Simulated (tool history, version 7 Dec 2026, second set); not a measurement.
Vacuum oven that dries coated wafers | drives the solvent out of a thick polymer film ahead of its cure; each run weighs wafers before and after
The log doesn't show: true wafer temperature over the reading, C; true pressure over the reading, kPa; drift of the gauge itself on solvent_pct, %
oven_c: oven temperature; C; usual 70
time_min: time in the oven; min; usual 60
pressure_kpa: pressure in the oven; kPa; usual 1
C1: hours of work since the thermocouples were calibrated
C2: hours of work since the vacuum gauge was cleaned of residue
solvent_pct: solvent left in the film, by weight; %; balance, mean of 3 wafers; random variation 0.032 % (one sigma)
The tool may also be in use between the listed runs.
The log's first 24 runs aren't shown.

Run 25, hour 1397.8: usual settings but pressure_kpa 0.76 kPa; C1 1024; C2 319. Result: solvent_pct 3.63 %.
Run 26, hour 1469.5: usual settings but time_min 48 min; C1 1063; C2 358. Result: solvent_pct 4.8 %.
Run 27, hour 1518.6: usual settings but time_min 48 min; C1 1090; C2 385. Result: solvent_pct 4.8 %.
Run 28, hour 1555.3: usual settings but oven_c 62 C, time_min 77 min, pressure_kpa 1.35 kPa; C1 1110; C2 405. Result: solvent_pct 6.3 %.
Run 29, hour 1603.8: usual settings but oven_c 62 C, time_min 77 min, pressure_kpa 1.35 kPa; C1 1136; C2 432. Result: solvent_pct 6.33 %.
Run 30, hour 1657.6: usual settings but oven_c 62 C, pressure_kpa 0.54 kPa; C1 1166; C2 461. Result: solvent_pct 6.86 %.
Run 31, hour 1708.4: usual settings but oven_c 65 C, time_min 46 min; C1 1193; C2 489. Result: solvent_pct 7.05 %.
Run 32, hour 1777.6: usual settings but oven_c 65 C, time_min 73 min, pressure_kpa 0.56 kPa; C1 1231; C2 526. Result: solvent_pct 4.67 %.
Run 33, hour 1860.1: usual settings but oven_c 57 C, time_min 58 min, pressure_kpa 1.36 kPa; C1 1276; C2 571. Result: solvent_pct 9.4 %.
Run 34, hour 1899.7: usual settings but oven_c 57 C, time_min 31 min, pressure_kpa 1.25 kPa; C1 1298; C2 593. Result: solvent_pct 11.27 %.
Run 35, hour 1966.5: usual settings but oven_c 57 C, time_min 45 min, pressure_kpa 3.01 kPa; C1 1334; C2 629. Result: solvent_pct 11.23 %.
Run 36, hour 2026: usual settings but oven_c 81 C, time_min 53 min; C1 1366; C2 662. Result: solvent_pct 1.04 %.
Run 37, hour 2098.1: usual settings but oven_c 81 C, time_min 53 min; C1 1406; C2 701. Result: solvent_pct 1.12 %.
Run 38, hour 2146.4: usual settings but oven_c 81 C, time_min 53 min; C1 1432; C2 727. Result: solvent_pct 1.09 %.
Run 39, hour 2183.2: usual settings but oven_c 81 C, time_min 53 min; C1 1452; C2 748. Result: solvent_pct 1.11 %.
Run 40, hour 2236.4: usual settings but oven_c 69 C, time_min 42 min, pressure_kpa 1.34 kPa; C1 1481; C2 777. Result: solvent_pct 6.02 %.
Run 41, hour 2288.5: usual settings but oven_c 56 C; C1 1510; C2 805. Result: solvent_pct 9.48 %.
At hour 2315.6: oven's thermocouples calibrated.
Run 42, hour 2327.9: usual settings but oven_c 63 C, time_min 87 min, pressure_kpa 1.38 kPa; C1 7; C2 825. Result: solvent_pct 5.7 %.
Run 43, hour 2406.1: usual settings but time_min 56 min, pressure_kpa 2.42 kPa; C1 49; C2 868. Result: solvent_pct 5.24 %.
Run 44, hour 2484.3: usual settings but time_min 56 min, pressure_kpa 2.42 kPa; C1 92; C2 911. Result: solvent_pct 5.29 %.
Run 45, hour 2545.7: usual settings but oven_c 83 C, time_min 103 min; C1 125; C2 944. Result: solvent_pct 0.56 %.
Run 46, hour 2606.7: usual settings but oven_c 60 C, time_min 38 min, pressure_kpa 0.59 kPa; C1 159; C2 977. Result: solvent_pct 9.75 %.
Run 47, hour 2672.9: usual settings but oven_c 65 C, time_min 81 min; C1 195; C2 1013. Result: solvent_pct 4.83 %.

3 ways to go on from here, each from the tool as it stands after run 47. What would each give?
At hour 2714: vacuum gauge cleaned of residue and calibrated.
Run A, hour 2725: usual settings but oven_c 65 C, time_min 81 min, pressure_kpa 0.63 kPa; C1 222; C2 6. Result: solvent_pct ?.
At hour 2714: vacuum gauge cleaned of residue and calibrated.
Run B, hour 2725: usual settings but oven_c 73 C, time_min 96 min; C1 222; C2 6. Result: solvent_pct ?.
At hour 2714: vacuum gauge cleaned of residue and calibrated.
Run C, hour 2725: usual settings but oven_c 56 C, pressure_kpa 2.93 kPa; C1 222; C2 6. Result: solvent_pct ?.

run  solvent_pct
  A         4.35
  B         1.38
  C        10.79
Without the tool's hidden state the same runs would have given:
run  solvent_pct
  A         4.52
  B         1.46
  C        10.92
